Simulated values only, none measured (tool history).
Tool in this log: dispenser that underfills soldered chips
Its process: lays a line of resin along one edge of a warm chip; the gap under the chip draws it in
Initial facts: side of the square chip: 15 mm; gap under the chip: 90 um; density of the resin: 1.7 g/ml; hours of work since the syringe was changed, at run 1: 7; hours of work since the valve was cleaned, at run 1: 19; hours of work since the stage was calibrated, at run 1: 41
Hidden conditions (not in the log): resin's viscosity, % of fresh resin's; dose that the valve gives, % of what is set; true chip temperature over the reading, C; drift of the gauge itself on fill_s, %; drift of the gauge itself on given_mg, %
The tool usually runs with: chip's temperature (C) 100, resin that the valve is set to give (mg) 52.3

run   hour  chip's temperature (C)  resin that the valve is set to give (mg)  hours of work since the syringe was changed  hours of work since the valve was cleaned  hours of work since the stage was calibrated  time until the resin shows at the far edge (s)  resin that the valve gave (mg)
  1      0                     100                                      52.3                                            7                                         19                                            41                                           222.6                           51.46
       2.1  -- new syringe of resin
  2      3                     100                                      52.3                                            1                                         20                                            42                                           150.8                           51.55
  3    5.9                     100                                      52.3                                            2                                         22                                            44                                           166.6                           51.36
  4    9.7                     100                                      52.3                                            5                                         25                                            46                                           189.5                           51.49
  5   14.6                     105                                      52.3                                            8                                         28                                            49                                           185.7                           51.24
      15.5  -- new syringe of resin
  6   17.6                     111                                      52.3                                            1                                         29                                            51                                            99.2                           51.09
  7     21                     111                                      52.3                                            3                                         31                                            53                                           113.2                           50.74
  8   25.3                     111                                      52.3                                            6                                         34                                            56                                           135.6                            50.7
      28.8  -- new syringe of resin
  9   30.5                     111                                      67.3                                            1                                         37                                            59                                            95.4                           65.48
 10   34.9                     111                                      67.3                                            4                                         40                                            61                                           114.4                           65.26
 11   38.1                     111                                      67.3                                            6                                         42                                            63                                           129.3                           65.28
      41.6  -- dispensing valve cleaned and set on the balance
      43.1  -- new syringe of resin
 12   43.4                     111                                      67.3                                            0                                          1                                            66                                            89.8                            67.2
 13   47.4                     111                                      67.3                                            3                                          3                                            68                                           101.7                            67.1
 14   52.1                     100                                      59.8                                            5                                          6                                            71                                           195.1                           59.62
 15   55.1                     100                                      59.8                                            7                                          8                                            73                                           221.1                           59.19
      56.7  -- new syringe of resin
 16   57.8                     100                                      59.8                                            1                                         10                                            75                                           148.4                           59.22
 17   62.7                     100                                      59.8                                            4                                         13                                            77                                           178.1                           59.65
 18   65.3                     100                                      59.8                                            5                                         14                                            79                                           199.3                           59.58
 19   67.4                     109                                        52                                            7                                         15                                            80                                           150.8                           51.51
        70  -- new syringe of resin
 20     72                     109                                        52                                            1                                         18                                            83                                           104.5                           51.33
 21   76.7                      98                                      63.8                                            4                                         21                                            86                                           194.7                           62.54
 22     81                      94                                      48.2                                            7                                         24                                            89                                           289.1                           47.36
      83.2  -- new syringe of resin
 23   86.1                     115                                      56.9                                            2                                         27                                            91                                            82.5                           55.65
 24   89.4                      96                                        59                                            4                                         29                                            94                                           207.8                           57.77
 25   93.2                      96                                        59                                            6                                         31                                            96                                           241.4                           57.21
 26   95.3                      87                                      66.4                                            7                                         32                                            97                                           385.2                            64.7
      96.5  -- new syringe of resin
 27  100.1                      93                                      56.1                                            2                                         35                                           100                                           216.3                            54.7
 28  103.2                      92                                      64.5                                            4                                         37                                           102                                           249.4                           62.82
 29  107.8                      92                                      46.1                                            7                                         40                                           105                                           310.9                           44.51
     109.9  -- new syringe of resin
 30  111.7                      92                                      46.1                                            1                                         42                                           107                                           218.9                            44.8
       115  -- dispensing valve cleaned and set on the balance
 31  115.6                      91                                      56.2                                            3                                          0                                           109                                           242.4                           56.55
 32  119.5                     103                                      59.5                                            5                                          3                                           111                                             169                           59.98
 33  122.9                     103                                      59.5                                            7                                          5                                           113                                           190.7                            59.5
     124.3  -- new syringe of resin
 34  126.2                     109                                      66.6                                            1                                          7                                           115                                           102.7                           66.73
 35  129.3                     112                                      52.3                                            3                                          9                                           117                                           105.1                           52.07
 36    133                     100                                      58.6                                            5                                         11                                           119                                           194.6                           58.53

A few steps of time until the resin shows at the far edge (s) between consecutive runs. Split each: what settings, incoming material and random variation would produce without the hidden state, and what is left over for the hidden state, along with gauge scatter present in only one of the two compared results (measured, and without hidden state):
Run 22 -> 23: chip's temperature (C) 94 -> 115, resin that the valve is set to give (mg) 48.2 -> 56.9, new syringe of resin. time until the resin shows at the far edge (s) -206.6: hidden state -88.6, all else -118.
Run 25 -> 26: chip's temperature (C) 96 -> 87, resin that the valve is set to give (mg) 59 -> 66.4. time until the resin shows at the far edge (s) +143.8: hidden state +63.4, all else +80.4.
Run 26 -> 27: chip's temperature (C) 87 -> 93, resin that the valve is set to give (mg) 66.4 -> 56.1, new syringe of resin. time until the resin shows at the far edge (s) -168.9: hidden state -113, all else -55.9.
Run 29 -> 30: new syringe of resin. time until the resin shows at the far edge (s) -92: hidden state -96.2, all else +4.2.
